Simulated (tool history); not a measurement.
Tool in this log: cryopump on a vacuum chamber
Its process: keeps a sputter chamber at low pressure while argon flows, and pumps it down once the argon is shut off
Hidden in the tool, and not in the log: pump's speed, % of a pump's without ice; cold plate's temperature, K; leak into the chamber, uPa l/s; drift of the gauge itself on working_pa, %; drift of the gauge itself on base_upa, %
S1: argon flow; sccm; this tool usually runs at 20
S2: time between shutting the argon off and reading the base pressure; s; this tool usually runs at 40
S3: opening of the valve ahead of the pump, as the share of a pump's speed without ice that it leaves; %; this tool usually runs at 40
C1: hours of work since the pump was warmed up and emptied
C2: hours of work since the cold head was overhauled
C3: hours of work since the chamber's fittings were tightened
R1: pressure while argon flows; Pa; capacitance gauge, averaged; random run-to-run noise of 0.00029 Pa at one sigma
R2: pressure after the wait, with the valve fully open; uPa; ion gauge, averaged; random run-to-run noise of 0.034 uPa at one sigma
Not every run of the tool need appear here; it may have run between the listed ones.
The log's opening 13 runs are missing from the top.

run,hour,S1,S2,S3,C1,C2,C3,R1,R2
14,263.3,20,40,28,499,1054,1771,0.0599,2.98
15,277.6,20,40,28,511,1066,1784,0.0604,3.04
16,292.9,20,40,28,524,1079,1797,0.0605,3.10
17,305.7,20,40,28,535,1090,1808,0.0602,3.04
# hour 322.3: pump warmed up, emptied and cooled again
18,324.0,20,40,28,1,1102,1819,0.0561,2.80
19,341.5,15,31,36,16,1117,1834,0.0328,3.35
20,368.9,15,31,36,40,1140,1857,0.0327,3.30
21,396.0,25,106,23,63,1163,1880,0.0852,1.77
22,415.3,25,106,23,79,1180,1897,0.0859,1.83
23,433.8,20,274,23,95,1195,1913,0.0690,1.44
24,457.4,20,274,23,115,1215,1933,0.0690,1.42
25,473.6,20,288,36,129,1229,1947,0.0444,1.49
26,491.2,10,40,30,144,1244,1962,0.0269,2.99
27,509.8,18,40,17,160,1260,1978,0.0842,3.07
28,529.1,20,44,52,177,1277,1994,0.0312,2.83
29,548.3,17,40,40,193,1293,2011,0.0340,2.97
30,571.3,32,29,47,213,1313,2030,0.0558,3.72
31,585.6,35,71,47,225,1325,2042,0.0614,2.32
32,604.2,36,71,25,241,1341,2058,0.1163,2.36
33,630.3,8,99,55,263,1363,2081,0.0125,2.13

Each row is a separate what-if for the run after 33, all from the same tool condition, not one after another. Results?
A,644.8,20,125,41,275,1376,2093,?,?
B,644.8,36,223,19,275,1376,2093,?,?
C,644.8,20,56,47,275,1376,2093,?,?
D,644.8,10,40,22,275,1376,2093,?,?
E,644.8,8,146,29,275,1376,2093,?,?

run,R1,R2
A,0.0406,1.99
B,0.1522,1.79
C,0.0356,2.70
D,0.0366,3.01
E,0.0229,1.85
Take away the tool's hidden state, keep each run's random variation, and the runs would have read:
run,R1,R2
A,0.0386,0.70
B,0.1486,0.47
C,0.0336,1.39
D,0.0356,1.77
E,0.0221,0.58
